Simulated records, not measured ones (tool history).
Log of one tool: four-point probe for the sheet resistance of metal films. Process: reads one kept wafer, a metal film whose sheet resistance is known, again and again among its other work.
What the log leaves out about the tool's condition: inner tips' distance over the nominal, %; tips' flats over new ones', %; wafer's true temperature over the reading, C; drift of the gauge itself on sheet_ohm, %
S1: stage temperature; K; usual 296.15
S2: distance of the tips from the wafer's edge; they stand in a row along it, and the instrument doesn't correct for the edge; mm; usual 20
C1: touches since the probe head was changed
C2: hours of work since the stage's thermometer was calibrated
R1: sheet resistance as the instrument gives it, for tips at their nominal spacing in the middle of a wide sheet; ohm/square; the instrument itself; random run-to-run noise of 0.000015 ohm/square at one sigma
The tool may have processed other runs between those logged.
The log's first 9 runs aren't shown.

{"run": 10, "hour": 125.4, "S1": 296.15, "S2": 20, "C1": 20065, "C2": 360, "R1": 0.075972}
{"run": 11, "hour": 137.7, "S1": 296.15, "S2": 20, "C1": 20637, "C2": 367, "R1": 0.075981}
{"run": 12, "hour": 146.4, "S1": 296.15, "S2": 20, "C1": 21038, "C2": 371, "R1": 0.076009}
{"run": 13, "hour": 155.4, "S1": 298.15, "S2": 20, "C1": 21455, "C2": 376, "R1": 0.075908}
{"run": 14, "hour": 164.9, "S1": 296.15, "S2": 20, "C1": 21899, "C2": 381, "R1": 0.075987}
{"run": 15, "hour": 173.7, "S1": 296.15, "S2": 5, "C1": 22304, "C2": 386, "R1": 0.076599}
{"run": 16, "hour": 182.5, "S1": 302.15, "S2": 6, "C1": 22712, "C2": 391, "R1": 0.0762}
{"run": 17, "hour": 199.4, "S1": 292.15, "S2": 49, "C1": 23498, "C2": 400, "R1": 0.076087}
{"run": 18, "hour": 210.4, "S1": 300.15, "S2": 34, "C1": 24005, "C2": 405, "R1": 0.075834}
{"run": 19, "hour": 217.9, "S1": 306.15, "S2": 20, "C1": 24355, "C2": 409, "R1": 0.075686}
{"run": 20, "hour": 227.5, "S1": 300.15, "S2": 20, "C1": 24798, "C2": 415, "R1": 0.075876}
{"run": 21, "hour": 239.6, "S1": 300.15, "S2": 10, "C1": 25363, "C2": 421, "R1": 0.076003}
{"run": 22, "hour": 248.7, "S1": 301.15, "S2": 23, "C1": 25783, "C2": 426, "R1": 0.075835}
{"run": 23, "hour": 264.1, "S1": 301.15, "S2": 23, "C1": 26496, "C2": 434, "R1": 0.075835}
{"run": 24, "hour": 277.0, "S1": 303.15, "S2": 18, "C1": 27095, "C2": 441, "R1": 0.075805}
{"run": 25, "hour": 293.7, "S1": 303.15, "S2": 18, "C1": 27872, "C2": 450, "R1": 0.075803}
{"run": 26, "hour": 309.6, "S1": 293.15, "S2": 12, "C1": 28608, "C2": 458, "R1": 0.076193}
{"run": 27, "hour": 320.9, "S1": 303.15, "S2": 27, "C1": 29134, "C2": 465, "R1": 0.075766}
{"run": 28, "hour": 331.8, "S1": 299.15, "S2": 8, "C1": 29637, "C2": 470, "R1": 0.076141}
{"run": 29, "hour": 342.5, "S1": 299.15, "S2": 8, "C1": 30135, "C2": 476, "R1": 0.076139}
{"run": 30, "hour": 360.2, "S1": 299.15, "S2": 8, "C1": 30955, "C2": 486, "R1": 0.076182}

Branching from run 30: 4 alternative next runs. What would each branch give?
{"run": "A", "hour": 372.2, "S1": 301.15, "S2": 20, "C1": 31512, "C2": 492, "R1": "?"}
{"run": "B", "hour": 372.2, "S1": 302.15, "S2": 15, "C1": 31512, "C2": 492, "R1": "?"}
{"run": "C", "hour": 372.2, "S1": 297.15, "S2": 3, "C1": 31512, "C2": 492, "R1": "?"}
{"run": "D", "hour": 372.2, "S1": 292.15, "S2": 20, "C1": 31512, "C2": 492, "R1": "?"}

run=A R1=0.075877
run=B R1=0.075857
run=C R1=0.077755
run=D R1=0.076147
Stripped of hidden state, with their random variation kept, the same runs would have yielded:
run=A R1=0.075985
run=B R1=0.075965
run=C R1=0.077865
run=D R1=0.076254
